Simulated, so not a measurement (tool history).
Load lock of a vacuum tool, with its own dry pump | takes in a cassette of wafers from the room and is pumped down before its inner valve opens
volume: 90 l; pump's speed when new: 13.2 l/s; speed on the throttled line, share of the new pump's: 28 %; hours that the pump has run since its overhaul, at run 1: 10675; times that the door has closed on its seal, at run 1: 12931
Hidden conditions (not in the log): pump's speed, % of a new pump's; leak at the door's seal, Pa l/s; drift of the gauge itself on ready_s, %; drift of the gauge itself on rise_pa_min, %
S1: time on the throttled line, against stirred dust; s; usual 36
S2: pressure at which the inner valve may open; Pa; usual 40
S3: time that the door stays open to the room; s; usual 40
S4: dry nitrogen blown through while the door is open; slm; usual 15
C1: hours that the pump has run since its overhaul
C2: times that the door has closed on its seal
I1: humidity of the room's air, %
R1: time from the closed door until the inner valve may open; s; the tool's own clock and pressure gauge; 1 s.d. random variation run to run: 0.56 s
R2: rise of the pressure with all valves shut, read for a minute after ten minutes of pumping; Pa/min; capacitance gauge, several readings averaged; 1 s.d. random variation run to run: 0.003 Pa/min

run     day  S1  S2  S3  S4     C1     C2    I1    R1     R2
  1   0.000  36  40  40  15  10675  12931  42.8  79.1  0.011
  2   5.717  36  40  40  26  10813  13087  42.8  80.0  0.007
  3  16.458  36  40  40  13  11070  13380  47.3  79.6  0.014
  4  23.417  36  40  40  13  11237  13570  43.6  79.8  0.016
  5  34.225  36  40  40  15  11497  13865  44.2  79.1  0.014
  6  43.700  36  40  40  41  11724  14123  45.8  79.8  0.005
  7  49.354  36  40  40  41  11860  14277  48.4  80.0  0.007
  8  59.112  36  40  40  41  12094  14544  41.9  79.8  0.012
  9  64.333  36  40  40  15  12219  14686  49.6  78.4  0.013
 10  75.204  36  40  40  15  12480  14983  47.2  79.4  0.014
 11  81.062  36  40  40  15  12621  15143  45.5  79.6  0.019

Predict the results of run 12:
 12  89.588  36  40  40  15  12825  15375  42.5   ?   ?

Run 12 produced R1 79.4 s, R2 0.015 Pa/min.
The same run, on a tool lacking any hidden state, would have yielded R1 79.4 s, R2 0.014 Pa/min.
